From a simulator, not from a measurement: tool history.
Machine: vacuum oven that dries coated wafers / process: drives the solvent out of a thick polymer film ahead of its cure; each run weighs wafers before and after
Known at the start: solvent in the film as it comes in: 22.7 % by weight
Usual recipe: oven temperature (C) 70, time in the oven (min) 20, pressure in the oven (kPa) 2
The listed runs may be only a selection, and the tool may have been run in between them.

run,day,oven temperature (C),time in the oven (min),pressure in the oven (kPa),solvent left in the film (%)
1,0,70,20,2,3.14
2,0.562,70,20,2.57,3.3
3,1.246,70,20,2.57,3.12
4,2.05,60,20,2.57,8.59
5,2.75,60,20,2.57,8.44
6,3.225,75,20,2,1.44
7,3.975,60,20,2,8.32
8,4.667,70,20,2,3.06
9,5.454,70,20,2,3.15
10,5.971,70,20,2,2.95
11,6.421,70,20,2,3.01
12,6.779,58,20,2,9.62
13,7.538,58,20,2,9.51
14,7.992,58,20,2,9.56
15,8.812,70,10,2,7.37
16,9.542,70,10,2,7.3
17,10.167,70,31,2,1.46
18,10.738,70,12,2,6.19
19,11.292,70,12,2,6.11
20,11.983,61,20,2,7.88
21,12.612,70,20,2,3.15
22,13.042,70,20,2,3.08
23,13.496,77,20,3.08,1.19
24,13.833,61,20,1.15,7.41
25,14.662,69,34,6.27,2.62
26,15.079,61,14,1.26,10.07
27,15.854,61,14,1.26,9.86
28,16.238,63,12,2.89,10.15
29,16.983,63,12,1.05,9.66
30,17.592,65,12,1.81,8.87
31,18.379,67,14,2,6.63
32,18.871,81,13,1.6,1.19
33,19.258,70,20,4.58,3.73

For run 34, what comes out?
34,19.958,70,20,4.58,?

{"run 34": {"solvent left in the film (%)": 3.72}}
Were there no unlogged condition in the tool, this run, its random variation unchanged, would have produced solvent left in the film (%) 3.71.
